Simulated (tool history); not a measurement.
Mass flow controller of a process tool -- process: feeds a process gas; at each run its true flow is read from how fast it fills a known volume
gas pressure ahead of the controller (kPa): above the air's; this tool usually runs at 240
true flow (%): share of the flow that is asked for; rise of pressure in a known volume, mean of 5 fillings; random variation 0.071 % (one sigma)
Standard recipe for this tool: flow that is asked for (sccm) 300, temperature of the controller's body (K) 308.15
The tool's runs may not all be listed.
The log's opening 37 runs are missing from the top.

| run | day | flow that is asked for (sccm) | gas pressure ahead of the controller (kPa) | temperature of the controller's body (K) | hours of work since the controller was set to zero | hours of work since the controller was changed | true flow (%) |
|---|---|---|---|---|---|---|---|
| 38 | 212.992 | 100 | 254 | 300.15 | 5683 | 5683 | 97.83 |
| 39 | 218.708 | 164 | 235 | 306.15 | 5790 | 5790 | 98.31 |
| 40 | 223.179 | 164 | 235 | 306.15 | 5873 | 5873 | 98.21 |
| 41 | 230.071 | 164 | 235 | 306.15 | 6002 | 6002 | 98.20 |
| 42 | 234.008 | 132 | 265 | 301.15 | 6076 | 6076 | 97.88 |
| 43 | 241.421 | 132 | 265 | 301.15 | 6214 | 6214 | 97.70 |
| 44 | 245.038 | 132 | 265 | 301.15 | 6282 | 6282 | 97.58 |
|  | 249.533 | controller's zero set anew |
| 45 | 252.546 | 247 | 148 | 304.15 | 56 | 6421 | 97.52 |
| 46 | 259.892 | 139 | 215 | 308.15 | 193 | 6559 | 97.85 |
| 47 | 266.225 | 329 | 218 | 298.15 | 312 | 6677 | 97.43 |

Forecast each of these 3 alternatives for the next run:
| A | 272.458 | 300 | 166 | 308.15 | 428 | 6793 | ? |
| B | 272.458 | 713 | 218 | 298.15 | 428 | 6793 | ? |
| C | 272.458 | 329 | 162 | 301.15 | 428 | 6793 | ? |

| run | true flow (%) |
|---|---|
| A | 97.79 |
| B | 98.24 |
| C | 97.26 |
Without the tool's unlogged condition, the same runs would have read:
| run | true flow (%) |
|---|---|
| A | 99.10 |
| B | 99.55 |
| C | 98.56 |
